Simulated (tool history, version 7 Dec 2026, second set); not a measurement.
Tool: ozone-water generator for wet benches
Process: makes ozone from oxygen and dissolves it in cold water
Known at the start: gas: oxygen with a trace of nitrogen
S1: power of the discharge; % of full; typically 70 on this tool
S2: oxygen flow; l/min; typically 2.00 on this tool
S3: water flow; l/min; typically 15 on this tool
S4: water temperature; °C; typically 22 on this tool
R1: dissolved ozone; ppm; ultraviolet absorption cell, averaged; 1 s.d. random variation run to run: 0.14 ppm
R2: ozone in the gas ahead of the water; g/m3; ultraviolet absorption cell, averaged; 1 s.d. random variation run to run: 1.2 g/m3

run	day	S1	S2	S3	S4	R1	R2
1	0.000	70	2.00	15	22	15.0	209.3
2	1.638	70	2.00	15	22	14.9	213.1
3	4.654	70	2.00	15	22	15.1	212.0
4	7.083	70	2.00	15	22	14.9	210.9
5	9.796	70	2.00	15	22	14.8	211.9
6	12.788	70	2.00	15	22	15.0	209.3
7	14.083	70	2.00	15	22	14.8	208.4
8	16.550	70	2.00	15	22	14.5	208.4
9	18.938	70	2.00	15	22	15.0	207.9
10	20.350	70	2.00	15	28	13.7	206.8
11	23.362	70	2.00	15	28	13.7	207.6
12	25.983	70	2.00	15	22	14.6	207.7
13	27.738	70	2.00	13	22	16.2	207.5
14	29.033	70	2.00	13	22	16.3	206.7
15	30.696	70	2.00	13	22	16.4	205.6
16	32.117	70	2.00	13	22	16.4	207.4
# day 34.275: contactor cleaned
17	34.833	70	2.00	13	22	16.7	208.2
18	36.525	65	2.00	21	16	11.1	194.5
19	39.179	65	2.00	21	16	11.2	194.9
20	41.583	65	2.00	21	16	11.1	194.1
21	42.958	48	2.00	21	24	8.1	151.1
22	45.104	43	1.03	14	30	9.4	215.6
# day 46.754: water thermometer calibrated
23	47.133	43	1.03	14	30	9.4	213.7
24	49.258	43	1.03	17	30	7.9	213.7
25	51.192	67	3.11	12	28	15.0	146.0
26	52.508	67	3.11	12	14	18.1	146.0
27	55.183	67	3.11	12	14	18.4	148.2
28	57.862	67	3.11	10	17	19.8	147.8
29	59.338	70	1.88	15	23	14.5	212.5
30	61.483	74	3.06	11	25	17.7	159.8
31	63.688	91	1.47	20	25	13.5	304.3
32	66.062	67	1.48	15	19	14.3	237.6
33	67.762	84	2.17	11	25	20.3	221.9

Run by run, hidden condition taken away, random variation retained:
Unlogged tool condition in this case: yield of the discharge, % of new electrodes'; contactor's efficiency, % of a clean one's; true water temperature over the reading, C; drift of the gauge itself on ozone_ppm, %; drift of the gauge itself on gas_g_m3, %.
run	R1	R2
1	16.0	217.4
2	16.0	221.6
3	16.3	220.9
4	16.1	220.0
5	16.0	221.6
6	16.3	219.3
7	16.0	218.5
8	15.8	218.9
9	16.3	218.7
10	14.9	217.8
11	15.0	219.1
12	16.1	219.5
13	17.8	219.6
14	17.9	219.0
15	18.1	218.2
16	18.1	220.2
17	17.9	221.5
18	11.9	206.3
19	11.9	207.2
20	11.9	206.5
21	8.6	158.3
22	9.9	224.5
23	9.9	222.8
24	8.3	223.0
25	16.1	156.7
26	19.6	156.8
27	19.9	159.4
28	21.5	159.3
29	15.8	229.9
30	19.4	173.9
31	15.1	336.2
32	15.7	257.5
33	22.6	244.8
